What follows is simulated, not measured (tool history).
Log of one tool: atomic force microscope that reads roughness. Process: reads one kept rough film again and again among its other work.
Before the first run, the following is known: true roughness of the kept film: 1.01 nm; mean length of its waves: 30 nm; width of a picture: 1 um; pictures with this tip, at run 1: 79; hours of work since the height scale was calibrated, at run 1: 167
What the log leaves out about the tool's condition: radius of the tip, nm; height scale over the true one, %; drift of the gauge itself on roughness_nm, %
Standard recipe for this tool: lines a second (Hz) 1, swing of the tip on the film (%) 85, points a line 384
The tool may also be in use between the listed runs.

| run | hour | lines a second (Hz) | swing of the tip on the film (%) | points a line | pictures with this tip | hours of work since the height scale was calibrated | roughness of the kept film (nm (root mean square)) |
|---|---|---|---|---|---|---|---|
| 1 | 0 | 1 | 85 | 384 | 79 | 167 | 0.881 |
| 2 | 10 | 1.47 | 85 | 384 | 98 | 173 | 0.849 |
|  | 20.3 | new tip fitted |
| 3 | 21.8 | 1 | 85 | 388 | 3 | 180 | 0.902 |
| 4 | 28.9 | 1 | 85 | 388 | 16 | 185 | 0.897 |
| 5 | 39.4 | 1 | 85 | 388 | 36 | 191 | 0.895 |
| 6 | 47.9 | 1 | 85 | 388 | 52 | 197 | 0.891 |
| 7 | 55 | 1 | 85 | 384 | 65 | 201 | 0.889 |
| 8 | 66.5 | 1 | 85 | 384 | 87 | 208 | 0.882 |
| 9 | 73.1 | 1 | 85 | 386 | 99 | 212 | 0.878 |
| 10 | 80 | 1 | 85 | 386 | 112 | 217 | 0.878 |
|  | 82.9 | new tip fitted |
| 11 | 86.5 | 1 | 85 | 386 | 7 | 220 | 0.901 |
| 12 | 97 | 1 | 85 | 384 | 27 | 227 | 0.896 |
| 13 | 108.8 | 1 | 85 | 384 | 49 | 234 | 0.892 |
| 14 | 118.5 | 1 | 85 | 384 | 67 | 240 | 0.887 |
| 15 | 125.2 | 1 | 85 | 384 | 80 | 245 | 0.885 |
| 16 | 137.1 | 1 | 85 | 384 | 102 | 252 | 0.881 |
| 17 | 143.2 | 1 | 85 | 384 | 113 | 256 | 0.878 |
|  | 145 | new tip fitted |
| 18 | 153.2 | 1 | 85 | 384 | 15 | 262 | 0.897 |
| 19 | 162.5 | 1 | 85 | 384 | 33 | 268 | 0.893 |
| 20 | 172.6 | 1 | 85 | 384 | 51 | 274 | 0.889 |
| 21 | 184.6 | 1 | 85 | 384 | 74 | 282 | 0.886 |
| 22 | 189.9 | 1 | 85 | 799 | 84 | 285 | 0.888 |
| 23 | 197.3 | 1 | 85 | 799 | 98 | 289 | 0.885 |
|  | 207.3 | new tip fitted |
| 24 | 207.3 | 1 | 85 | 384 | 0 | 295 | 0.9 |
| 25 | 213.3 | 2.26 | 85 | 427 | 11 | 299 | 0.816 |
| 26 | 222.1 | 2.9 | 85 | 384 | 27 | 305 | 0.777 |
| 27 | 229.8 | 2.9 | 85 | 384 | 42 | 309 | 0.774 |
| 28 | 241.3 | 2.9 | 85 | 351 | 63 | 317 | 0.77 |
| 29 | 250.4 | 2.9 | 85 | 351 | 80 | 322 | 0.763 |
| 30 | 257.2 | 2.9 | 85 | 351 | 93 | 327 | 0.761 |
| 31 | 262.8 | 1 | 77 | 351 | 104 | 330 | 0.9 |
|  | 270.1 | new tip fitted |
| 32 | 274.2 | 0.63 | 85 | 384 | 8 | 337 | 0.923 |
| 33 | 279.6 | 1 | 81 | 855 | 18 | 340 | 0.916 |
| 34 | 288.7 | 1 | 71 | 317 | 35 | 346 | 0.93 |
| 35 | 301.1 | 0.55 | 87 | 764 | 58 | 354 | 0.92 |
| 36 | 311.1 | 0.8 | 80 | 958 | 77 | 360 | 0.917 |
| 37 | 323.4 | 0.8 | 80 | 958 | 100 | 368 | 0.914 |
|  | 332.1 | new tip fitted |
| 38 | 333 | 1 | 83 | 580 | 1 | 373 | 0.913 |
| 39 | 340 | 2.1 | 63 | 316 | 14 | 378 | 0.926 |
| 40 | 347.9 | 0.56 | 64 | 316 | 29 | 383 | 0.955 |
| 41 | 359.1 | 0.56 | 64 | 316 | 50 | 390 | 0.952 |
| 42 | 370.9 | 0.9 | 58 | 518 | 72 | 397 | 0.957 |
| 43 | 378.5 | 0.9 | 81 | 518 | 86 | 402 | 0.909 |
| 44 | 387.4 | 3.23 | 81 | 733 | 103 | 407 | 0.776 |
|  | 395.4 | new tip fitted |
| 45 | 400.4 | 3.23 | 81 | 733 | 10 | 415 | 0.796 |
| 46 | 406.3 | 3.23 | 81 | 733 | 21 | 419 | 0.798 |
| 47 | 412.1 | 3.05 | 85 | 384 | 32 | 423 | 0.763 |

Each row is a separate what-if for the run after 47, all from the same tool condition, not one after another. Results?
| A | 424.6 | 3.42 | 82 | 734 | 55 | 430 | ? |
| B | 424.6 | 0.6 | 59 | 384 | 55 | 430 | ? |
| C | 424.6 | 1.62 | 85 | 384 | 55 | 430 | ? |

| run | roughness of the kept film (nm (root mean square)) |
|---|---|
| A | 0.771 |
| B | 0.958 |
| C | 0.851 |
The same runs, with their run-to-run variation unchanged, on a tool lacking any hidden condition would have given:
| run | roughness of the kept film (nm (root mean square)) |
|---|---|
| A | 0.779 |
| B | 0.968 |
| C | 0.859 |
